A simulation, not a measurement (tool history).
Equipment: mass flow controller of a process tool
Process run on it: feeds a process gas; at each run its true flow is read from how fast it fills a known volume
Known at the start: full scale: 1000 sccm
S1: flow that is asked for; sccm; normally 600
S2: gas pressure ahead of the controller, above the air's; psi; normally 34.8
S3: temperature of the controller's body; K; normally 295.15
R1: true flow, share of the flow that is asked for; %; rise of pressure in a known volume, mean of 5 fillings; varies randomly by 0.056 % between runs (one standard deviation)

Run 1, hour 0: usual settings. Result: R1 98.89 %.
Run 2, hour 283.6: usual settings. Result: R1 98.97 %.
Run 3, hour 425.2: usual settings but S3 310.15 K. Result: R1 98.32 %.
Run 4, hour 754: usual settings but S3 310.15 K. Result: R1 98.4 %.
Run 5, hour 1061.7: usual settings but S3 310.15 K. Result: R1 98.26 %.
Run 6, hour 1301.9: usual settings but S3 296.15 K. Result: R1 98.87 %.
Run 7, hour 1614.1: usual settings but S2 25.4 psi. Result: R1 98.86 %.
Run 8, hour 1946: usual settings but S2 25.4 psi. Result: R1 98.79 %.
Run 9, hour 2180.3: usual settings but S2 25.4 psi. Result: R1 98.75 %.
Run 10, hour 2462.1: usual settings. Result: R1 98.79 %.
Run 11, hour 2748.3: usual settings but S2 39.5 psi. Result: R1 98.91 %.
Run 12, hour 2895.8: usual settings but S2 39.5 psi. Result: R1 98.97 %.
Run 13, hour 3224.9: usual settings but S2 39.5 psi. Result: R1 98.92 %.
Run 14, hour 3409.7: usual settings but S2 39.5 psi. Result: R1 98.82 %.
Run 15, hour 3614.7: usual settings but S1 814 sccm. Result: R1 99.67 %.
Run 16, hour 3761.8: usual settings but S1 814 sccm, S2 30.5 psi. Result: R1 99.56 %.
Run 17, hour 3919.7: usual settings but S2 23.9 psi. Result: R1 98.77 %.
Run 18, hour 4145.6: usual settings. Result: R1 98.81 %.
Run 19, hour 4335.9: usual settings. Result: R1 98.85 %.
Run 20, hour 4581.3: usual settings but S3 303.15 K. Result: R1 98.47 %.
Run 21, hour 4804.2: usual settings but S3 303.15 K. Result: R1 98.46 %.
Run 22, hour 4999.4: usual settings. Result: R1 98.85 %.
Run 23, hour 5198.6: usual settings but S1 455 sccm. Result: R1 98.02 %.
Run 24, hour 5436.3: usual settings but S1 278 sccm. Result: R1 96.39 %.
Run 25, hour 5584.5: usual settings but S1 278 sccm. Result: R1 96.4 %.
Run 26, hour 5918.9: usual settings but S1 100 sccm, S2 23.2 psi. Result: R1 90.31 %.
Run 27, hour 6209.6: usual settings but S1 100 sccm, S2 23.2 psi. Result: R1 90.12 %.
Run 28, hour 6397.2: usual settings but S1 440 sccm, S2 24.4 psi, S3 299.15 K. Result: R1 97.6 %.
Run 29, hour 6616.7: usual settings but S1 399 sccm. Result: R1 97.53 %.
Run 30, hour 6886.8: usual settings but S1 399 sccm. Result: R1 97.47 %.
Run 31, hour 7144.2: usual settings but S1 254 sccm. Result: R1 95.77 %.
Run 32, hour 7312: usual settings but S1 541 sccm, S3 306.15 K. Result: R1 97.97 %.
Run 33, hour 7595.5: usual settings but S1 134 sccm, S3 297.15 K. Result: R1 92.08 %.
Run 34, hour 7765.7: usual settings but S1 121 sccm, S2 36.8 psi. Result: R1 91.27 %.
Run 35, hour 8007.2: usual settings but S1 173 sccm, S2 24.9 psi. Result: R1 93.63 %.
Run 36, hour 8189.2: usual settings but S1 173 sccm, S2 24.9 psi. Result: R1 93.63 %.
Run 37, hour 8348.8: usual settings but S1 129 sccm, S2 35.5 psi, S3 298.15 K. Result: R1 91.62 %.
Run 38, hour 8538.3: usual settings but S1 112 sccm, S2 22 psi, S3 303.15 K. Result: R1 89.95 %.
Run 39, hour 8880.3: usual settings but S1 912 sccm, S2 39.5 psi, S3 294.15 K. Result: R1 100.04 %.
Run 40, hour 9036.8: usual settings but S1 312 sccm. Result: R1 96.45 %.
Run 41, hour 9189.4: usual settings but S1 312 sccm. Result: R1 96.37 %.
Run 42, hour 9468.9: usual settings but S1 181 sccm, S2 26 psi, S3 305.15 K. Result: R1 93.33 %.
Run 43, hour 9759.6: usual settings but S1 181 sccm, S2 26 psi, S3 305.15 K. Result: R1 93.22 %.
Run 44, hour 10041.8: usual settings but S1 117 sccm, S2 25.1 psi, S3 298.15 K. Result: R1 90.11 %.
Run 45, hour 10276.5: usual settings but S1 101 sccm, S2 33.8 psi, S3 297.15 K. Result: R1 88.64 %.
Run 46, hour 10425.6: usual settings but S1 564 sccm, S2 22.9 psi, S3 300.15 K. Result: R1 98.12 %.
Run 47, hour 10599.2: usual settings but S1 237 sccm, S3 294.15 K. Result: R1 94.99 %.
Run 48, hour 10826.1: usual settings but S1 237 sccm, S3 294.15 K. Result: R1 94.94 %.

Below, some changes in R1 between adjacent runs. For each, the amount present without the hidden state too (settings, incoming material, random variation) and the amount remaining for the hidden state with gauge scatter not shared by both compared results:
The tool's hidden condition here consists of: flow at rest that the sensor doesn't see, % of full scale; true flow over the shown one, %; drift of the gauge itself on true_pct, %.
Run 27 -> 28: S1 100 -> 440, S2 23.2 -> 24.4, S3 295.15 -> 299.15. R1 +7.48 %: hidden state +6.71, all else +0.77.
Run 38 -> 39: S1 112 -> 912, S2 22 -> 39.5, S3 303.15 -> 294.15. R1 +10.09 %: hidden state +7.66, all else +2.43.
Run 45 -> 46: S1 101 -> 564, S2 33.8 -> 22.9, S3 297.15 -> 300.15. R1 +9.48 %: hidden state +8.56, all else +0.92.

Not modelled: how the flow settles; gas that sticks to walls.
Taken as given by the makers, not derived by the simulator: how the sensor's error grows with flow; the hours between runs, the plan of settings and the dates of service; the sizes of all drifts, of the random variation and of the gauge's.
